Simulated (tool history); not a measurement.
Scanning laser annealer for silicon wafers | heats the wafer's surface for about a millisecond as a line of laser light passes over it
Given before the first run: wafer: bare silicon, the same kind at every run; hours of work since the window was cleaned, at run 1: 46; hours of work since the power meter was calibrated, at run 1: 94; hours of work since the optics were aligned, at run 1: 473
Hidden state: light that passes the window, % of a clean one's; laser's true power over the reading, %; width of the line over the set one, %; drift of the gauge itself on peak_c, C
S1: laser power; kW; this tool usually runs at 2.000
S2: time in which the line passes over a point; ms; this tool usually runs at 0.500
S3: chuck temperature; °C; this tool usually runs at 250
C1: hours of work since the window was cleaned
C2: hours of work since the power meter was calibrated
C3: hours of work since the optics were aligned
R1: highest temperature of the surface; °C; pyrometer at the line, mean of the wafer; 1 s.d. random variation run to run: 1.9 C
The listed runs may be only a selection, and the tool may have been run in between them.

run,hour,S1,S2,S3,C1,C2,C3,R1
1,0.0,2.000,0.500,250,46,94,473,1099
2,47.7,2.000,0.500,250,69,117,496,1099
3,74.2,2.000,0.500,227,82,130,509,1075
4,120.8,2.000,0.500,227,104,152,531,1079
5,168.1,2.000,0.500,227,127,175,554,1077
6,196.8,2.000,0.500,250,141,189,568,1100
7,234.2,2.000,0.500,250,159,207,586,1100
8,261.9,2.000,0.406,250,173,221,600,1017
9,308.9,2.000,0.406,250,196,244,623,1016
10,340.8,2.000,0.500,250,211,259,638,1098
11,375.3,2.000,0.500,250,228,276,655,1101
12,405.7,2.000,0.500,250,243,291,670,1101
13,452.4,1.729,0.485,272,265,313,692,963
14,482.2,1.839,0.562,253,280,328,707,1059
15,504.3,1.839,0.562,253,291,339,718,1060
16,544.5,2.067,0.368,289,310,358,737,1050
17,581.0,2.067,0.368,289,328,376,755,1048
18,630.4,2.032,0.464,234,352,400,779,1069
19,665.2,2.071,0.464,269,369,417,796,1128
20,688.4,2.085,0.553,230,380,428,807,1172
# hour 724.6: window over the wafer cleaned
21,733.5,2.085,0.553,230,4,449,828,1175

Each row is a separate what-if for the run after 21, all from the same tool condition, not one after another. Results?
A,763.5,1.901,0.500,250,19,463,843,?
B,763.5,1.702,0.400,250,19,463,843,?
C,763.5,2.066,0.593,236,19,463,843,?
D,763.5,2.085,0.565,263,19,463,843,?

run,R1
A,1045
B,860
C,1202
D,1217
Take away the tool's hidden state, keep each run's random variation, and the runs would have read:
run,R1
A,1045
B,860
C,1202
D,1217

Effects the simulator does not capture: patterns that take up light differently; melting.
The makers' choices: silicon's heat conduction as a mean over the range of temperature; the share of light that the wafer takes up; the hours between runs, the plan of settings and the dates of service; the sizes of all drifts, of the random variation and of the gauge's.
